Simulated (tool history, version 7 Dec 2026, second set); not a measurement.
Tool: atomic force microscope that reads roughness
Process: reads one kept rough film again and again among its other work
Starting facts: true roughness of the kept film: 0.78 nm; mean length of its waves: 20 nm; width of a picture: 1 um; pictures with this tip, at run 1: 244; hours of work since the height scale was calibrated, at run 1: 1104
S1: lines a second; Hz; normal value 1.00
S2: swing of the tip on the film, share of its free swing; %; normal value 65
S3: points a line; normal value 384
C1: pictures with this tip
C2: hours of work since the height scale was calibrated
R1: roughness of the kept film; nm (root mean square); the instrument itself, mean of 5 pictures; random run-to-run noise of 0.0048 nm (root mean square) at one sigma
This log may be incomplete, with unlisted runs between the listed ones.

| run | hour | S1 | S2 | S3 | C1 | C2 | R1 |
|---|---|---|---|---|---|---|---|
| 1 | 0.0 | 1.00 | 65 | 384 | 244 | 1104 | 0.690 |
| 2 | 52.1 | 1.00 | 65 | 384 | 279 | 1125 | 0.685 |
| 3 | 102.5 | 1.00 | 65 | 384 | 313 | 1146 | 0.674 |
| 4 | 132.9 | 1.00 | 65 | 384 | 334 | 1158 | 0.677 |
|  | 139.7 | new tip fitted |
| 5 | 172.3 | 1.00 | 65 | 384 | 22 | 1174 | 0.727 |
| 6 | 210.3 | 1.00 | 65 | 384 | 47 | 1189 | 0.723 |
| 7 | 261.1 | 1.00 | 65 | 384 | 81 | 1209 | 0.723 |
| 8 | 306.2 | 1.00 | 65 | 384 | 112 | 1227 | 0.712 |
| 9 | 368.8 | 1.00 | 65 | 384 | 154 | 1253 | 0.702 |
|  | 408.0 | height scale calibrated on a step standard |
| 10 | 414.9 | 1.00 | 65 | 384 | 184 | 3 | 0.686 |
| 11 | 468.1 | 1.00 | 65 | 384 | 220 | 24 | 0.679 |
| 12 | 507.0 | 1.00 | 65 | 384 | 246 | 40 | 0.683 |
| 13 | 559.3 | 1.00 | 65 | 384 | 281 | 61 | 0.680 |
| 14 | 612.6 | 1.00 | 65 | 264 | 317 | 82 | 0.657 |
|  | 643.9 | new tip fitted |
| 15 | 655.0 | 1.00 | 65 | 264 | 7 | 99 | 0.714 |
| 16 | 702.4 | 1.00 | 74 | 384 | 39 | 118 | 0.692 |
| 17 | 753.7 | 1.00 | 65 | 384 | 74 | 139 | 0.715 |
| 18 | 791.1 | 1.00 | 65 | 384 | 99 | 154 | 0.706 |
| 19 | 823.3 | 0.75 | 65 | 384 | 120 | 167 | 0.711 |
| 20 | 859.9 | 0.75 | 65 | 384 | 145 | 182 | 0.703 |
| 21 | 911.1 | 0.75 | 65 | 384 | 179 | 202 | 0.699 |
| 22 | 957.1 | 0.75 | 65 | 384 | 210 | 221 | 0.696 |
| 23 | 988.8 | 0.75 | 65 | 384 | 232 | 234 | 0.693 |
| 24 | 1059.8 | 1.00 | 65 | 384 | 279 | 262 | 0.673 |
| 25 | 1127.0 | 1.00 | 65 | 384 | 324 | 289 | 0.681 |
|  | 1150.1 | new tip fitted |
| 26 | 1176.7 | 1.00 | 65 | 384 | 18 | 309 | 0.709 |
| 27 | 1248.0 | 3.43 | 58 | 718 | 65 | 338 | 0.692 |
| 28 | 1320.1 | 3.43 | 58 | 718 | 114 | 367 | 0.701 |
| 29 | 1382.4 | 3.43 | 58 | 718 | 156 | 392 | 0.675 |
| 30 | 1441.1 | 1.00 | 65 | 256 | 195 | 416 | 0.681 |
| 31 | 1507.5 | 0.54 | 65 | 256 | 240 | 442 | 0.678 |
| 32 | 1547.1 | 0.54 | 65 | 256 | 267 | 458 | 0.675 |
| 33 | 1615.6 | 0.54 | 65 | 256 | 313 | 486 | 0.660 |
|  | 1653.5 | new tip fitted |
| 34 | 1657.7 | 1.92 | 59 | 384 | 3 | 503 | 0.716 |
| 35 | 1715.5 | 1.92 | 59 | 384 | 41 | 526 | 0.712 |
| 36 | 1780.8 | 1.00 | 61 | 919 | 85 | 552 | 0.728 |
| 37 | 1844.1 | 1.00 | 88 | 280 | 128 | 578 | 0.649 |
| 38 | 1892.4 | 1.00 | 88 | 280 | 160 | 597 | 0.653 |
| 39 | 1937.1 | 1.00 | 88 | 280 | 190 | 615 | 0.645 |
| 40 | 1971.8 | 1.00 | 88 | 280 | 214 | 629 | 0.644 |
| 41 | 2003.7 | 0.85 | 88 | 472 | 235 | 642 | 0.662 |
| 42 | 2070.9 | 0.85 | 88 | 472 | 280 | 669 | 0.656 |
| 43 | 2100.4 | 0.85 | 88 | 472 | 300 | 681 | 0.653 |
| 44 | 2135.0 | 0.85 | 87 | 464 | 323 | 695 | 0.647 |
|  | 2159.8 | new tip fitted |
| 45 | 2196.3 | 0.85 | 87 | 464 | 24 | 719 | 0.694 |
| 46 | 2265.7 | 0.63 | 90 | 403 | 71 | 747 | 0.692 |
| 47 | 2322.6 | 2.05 | 81 | 709 | 109 | 770 | 0.646 |
| 48 | 2355.2 | 1.78 | 64 | 310 | 131 | 783 | 0.683 |

What differs in the tool's unlogged condition from the final listed run ahead of each entry between runs to the first listed run following it?
Run 4 -> run 5: new tip fitted (hour 139.7)
  radius of the tip, nm: 16.2 -> 5.9; height scale over the true one, %: 1.48 -> 1.5
  measured value less the no-hidden-state value, R1: -0.045 -> +0.006 nm (root mean square)
Run 9 -> run 10: height scale calibrated on a step standard (hour 408.0)
  radius of the tip, nm: 10.2 -> 11.1; height scale over the true one, %: 1.6 -> -0.03
  measured value less the no-hidden-state value, R1: -0.015 -> -0.031 nm (root mean square)
Run 14 -> run 15: new tip fitted (hour 643.9)
  radius of the tip, nm: 15.3 -> 5.2; height scale over the true one, %: 0.08 -> 0.1
  measured value less the no-hidden-state value, R1: -0.050 -> -0.001 nm (root mean square)
Run 25 -> run 26: new tip fitted (hour 1150.1)
  radius of the tip, nm: 14.9 -> 6; height scale over the true one, %: 0.33 -> 0.36
  measured value less the no-hidden-state value, R1: -0.048 -> -0.003 nm (root mean square)
Run 33 -> run 34: new tip fitted (hour 1653.5)
  radius of the tip, nm: 15.4 -> 5.5; height scale over the true one, %: 0.58 -> 0.6
  measured value less the no-hidden-state value, R1: -0.047 -> +0.002 nm (root mean square)
Run 44 -> run 45: new tip fitted (hour 2159.8)
  radius of the tip, nm: 15.4 -> 6; height scale over the true one, %: 0.84 -> 0.87
  measured value less the no-hidden-state value, R1: -0.044 -> +0.001 nm (root mean square)

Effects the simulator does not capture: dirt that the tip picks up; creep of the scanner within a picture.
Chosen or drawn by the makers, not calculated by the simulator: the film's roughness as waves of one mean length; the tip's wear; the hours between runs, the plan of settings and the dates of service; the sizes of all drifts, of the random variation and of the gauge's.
